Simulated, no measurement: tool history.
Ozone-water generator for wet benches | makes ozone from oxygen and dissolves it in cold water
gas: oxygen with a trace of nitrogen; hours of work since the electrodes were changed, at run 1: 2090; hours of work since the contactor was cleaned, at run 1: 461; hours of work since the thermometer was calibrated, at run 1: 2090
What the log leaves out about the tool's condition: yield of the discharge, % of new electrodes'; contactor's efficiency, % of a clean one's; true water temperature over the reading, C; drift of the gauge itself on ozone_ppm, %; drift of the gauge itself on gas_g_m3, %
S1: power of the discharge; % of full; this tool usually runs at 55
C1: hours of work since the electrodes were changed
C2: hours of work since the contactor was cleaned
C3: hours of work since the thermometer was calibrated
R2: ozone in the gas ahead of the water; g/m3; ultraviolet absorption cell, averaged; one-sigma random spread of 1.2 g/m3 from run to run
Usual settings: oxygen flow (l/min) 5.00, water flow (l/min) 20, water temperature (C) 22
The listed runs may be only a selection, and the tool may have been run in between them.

run 1 hour=0.0 | S1=55 oxygen_flow_(l/min)=5.00 water_flow_(l/min)=20 water_temperature_(C)=22 | C1=2090 C2=461 C3=2090 | dissolved_ozone_(ppm)=21.8 R2=193.3
run 2 hour=131.4 | S1=64 oxygen_flow_(l/min)=5.00 water_flow_(l/min)=20 water_temperature_(C)=22 | C1=2206 C2=577 C3=2206 | dissolved_ozone_(ppm)=24.5 R2=219.6
run 3 hour=194.9 | S1=55 oxygen_flow_(l/min)=5.00 water_flow_(l/min)=20 water_temperature_(C)=14 | C1=2262 C2=633 C3=2262 | dissolved_ozone_(ppm)=24.1 R2=195.2
run 4 hour=266.6 | S1=55 oxygen_flow_(l/min)=7.86 water_flow_(l/min)=20 water_temperature_(C)=22 | C1=2325 C2=696 C3=2325 | dissolved_ozone_(ppm)=20.5 R2=152.0
run 5 hour=388.0 | S1=55 oxygen_flow_(l/min)=7.86 water_flow_(l/min)=20 water_temperature_(C)=22 | C1=2432 C2=803 C3=2432 | dissolved_ozone_(ppm)=20.4 R2=150.1
run 6 hour=518.2 | S1=55 oxygen_flow_(l/min)=5.00 water_flow_(l/min)=20 water_temperature_(C)=22 | C1=2546 C2=918 C3=2546 | dissolved_ozone_(ppm)=21.2 R2=190.6
-- hour=539.7 water thermometer calibrated
run 7 hour=580.7 | S1=55 oxygen_flow_(l/min)=5.00 water_flow_(l/min)=20 water_temperature_(C)=22 | C1=2601 C2=973 C3=36 | dissolved_ozone_(ppm)=21.3 R2=191.3
run 8 hour=649.4 | S1=55 oxygen_flow_(l/min)=5.00 water_flow_(l/min)=20 water_temperature_(C)=22 | C1=2662 C2=1033 C3=97 | dissolved_ozone_(ppm)=21.2 R2=191.6
run 9 hour=780.3 | S1=55 oxygen_flow_(l/min)=5.00 water_flow_(l/min)=20 water_temperature_(C)=22 | C1=2777 C2=1148 C3=212 | dissolved_ozone_(ppm)=21.0 R2=189.6
run 10 hour=904.3 | S1=55 oxygen_flow_(l/min)=4.73 water_flow_(l/min)=20 water_temperature_(C)=22 | C1=2886 C2=1258 C3=321 | dissolved_ozone_(ppm)=20.9 R2=194.0
run 11 hour=973.3 | S1=55 oxygen_flow_(l/min)=4.73 water_flow_(l/min)=20 water_temperature_(C)=22 | C1=2947 C2=1319 C3=382 | dissolved_ozone_(ppm)=21.0 R2=195.2
run 12 hour=1098.1 | S1=55 oxygen_flow_(l/min)=4.73 water_flow_(l/min)=20 water_temperature_(C)=22 | C1=3057 C2=1429 C3=492 | dissolved_ozone_(ppm)=20.8 R2=192.8
run 13 hour=1206.4 | S1=55 oxygen_flow_(l/min)=4.73 water_flow_(l/min)=20 water_temperature_(C)=22 | C1=3153 C2=1524 C3=588 | dissolved_ozone_(ppm)=20.7 R2=190.2
run 14 hour=1327.0 | S1=55 oxygen_flow_(l/min)=4.73 water_flow_(l/min)=20 water_temperature_(C)=26 | C1=3259 C2=1630 C3=694 | dissolved_ozone_(ppm)=19.3 R2=191.6
run 15 hour=1382.5 | S1=55 oxygen_flow_(l/min)=4.73 water_flow_(l/min)=16 water_temperature_(C)=26 | C1=3308 C2=1679 C3=743 | dissolved_ozone_(ppm)=22.7 R2=191.2
run 16 hour=1484.4 | S1=55 oxygen_flow_(l/min)=4.73 water_flow_(l/min)=16 water_temperature_(C)=26 | C1=3398 C2=1769 C3=833 | dissolved_ozone_(ppm)=22.4 R2=189.7
run 17 hour=1555.9 | S1=54 oxygen_flow_(l/min)=2.87 water_flow_(l/min)=30 water_temperature_(C)=22 | C1=3461 C2=1832 C3=896 | dissolved_ozone_(ppm)=12.8 R2=244.0
run 18 hour=1687.3 | S1=54 oxygen_flow_(l/min)=2.87 water_flow_(l/min)=30 water_temperature_(C)=22 | C1=3576 C2=1948 C3=1011 | dissolved_ozone_(ppm)=12.4 R2=242.4
run 19 hour=1767.3 | S1=55 oxygen_flow_(l/min)=3.40 water_flow_(l/min)=32 water_temperature_(C)=22 | C1=3647 C2=2018 C3=1082 | dissolved_ozone_(ppm)=12.1 R2=226.1
run 20 hour=1903.3 | S1=55 oxygen_flow_(l/min)=3.40 water_flow_(l/min)=27 water_temperature_(C)=25 | C1=3767 C2=2138 C3=1202 | dissolved_ozone_(ppm)=14.2 R2=222.8
run 21 hour=2022.2 | S1=44 oxygen_flow_(l/min)=5.00 water_flow_(l/min)=27 water_temperature_(C)=25 | C1=3872 C2=2243 C3=1307 | dissolved_ozone_(ppm)=12.4 R2=154.0
run 22 hour=2093.1 | S1=93 oxygen_flow_(l/min)=2.72 water_flow_(l/min)=27 water_temperature_(C)=22 | C1=3934 C2=2305 C3=1369 | dissolved_ozone_(ppm)=20.4 R2=365.3
run 23 hour=2205.4 | S1=93 oxygen_flow_(l/min)=2.72 water_flow_(l/min)=27 water_temperature_(C)=22 | C1=4033 C2=2404 C3=1468 | dissolved_ozone_(ppm)=20.5 R2=364.8
run 24 hour=2326.2 | S1=81 oxygen_flow_(l/min)=3.73 water_flow_(l/min)=12 water_temperature_(C)=20 | C1=4139 C2=2511 C3=1574 | dissolved_ozone_(ppm)=38.8 R2=275.6
run 25 hour=2461.1 | S1=86 oxygen_flow_(l/min)=3.09 water_flow_(l/min)=27 water_temperature_(C)=19 | C1=4258 C2=2630 C3=1693 | dissolved_ozone_(ppm)=19.8 R2=319.9
run 26 hour=2595.2 | S1=55 oxygen_flow_(l/min)=8.63 water_flow_(l/min)=16 water_temperature_(C)=22 | C1=4376 C2=2748 C3=1811 | dissolved_ozone_(ppm)=20.8 R2=130.7
run 27 hour=2691.8 | S1=90 oxygen_flow_(l/min)=2.58 water_flow_(l/min)=24 water_temperature_(C)=14 | C1=4462 C2=2833 C3=1897 | dissolved_ozone_(ppm)=22.9 R2=357.4
run 28 hour=2794.8 | S1=61 oxygen_flow_(l/min)=5.00 water_flow_(l/min)=13 water_temperature_(C)=21 | C1=4552 C2=2924 C3=1987 | dissolved_ozone_(ppm)=28.0 R2=187.1
run 29 hour=2892.6 | S1=69 oxygen_flow_(l/min)=7.56 water_flow_(l/min)=20 water_temperature_(C)=22 | C1=4639 C2=3010 C3=2074 | dissolved_ozone_(ppm)=21.5 R2=161.2
run 30 hour=2999.0 | S1=69 oxygen_flow_(l/min)=7.56 water_flow_(l/min)=20 water_temperature_(C)=22 | C1=4732 C2=3104 C3=2167 | dissolved_ozone_(ppm)=21.2 R2=160.6
run 31 hour=3102.0 | S1=69 oxygen_flow_(l/min)=7.56 water_flow_(l/min)=20 water_temperature_(C)=22 | C1=4823 C2=3194 C3=2258 | dissolved_ozone_(ppm)=21.0 R2=160.8

Hidden state at the last listed run before each entry between runs and at the first one after, where it differs:
Logged between run 6 and run 7: water thermometer calibrated (hour 539.7)
  yield of the discharge, % of new electrodes': 87.5 -> 87.3; contactor's efficiency, % of a clean one's: 97.4 -> 97.2; true water temperature over the reading, C: 0.36 -> 0
  measured result minus the result with no hidden state, dissolved ozone (ppm): -2.7 -> -2.7; R2: -21.5 -> -22.1 g/m3
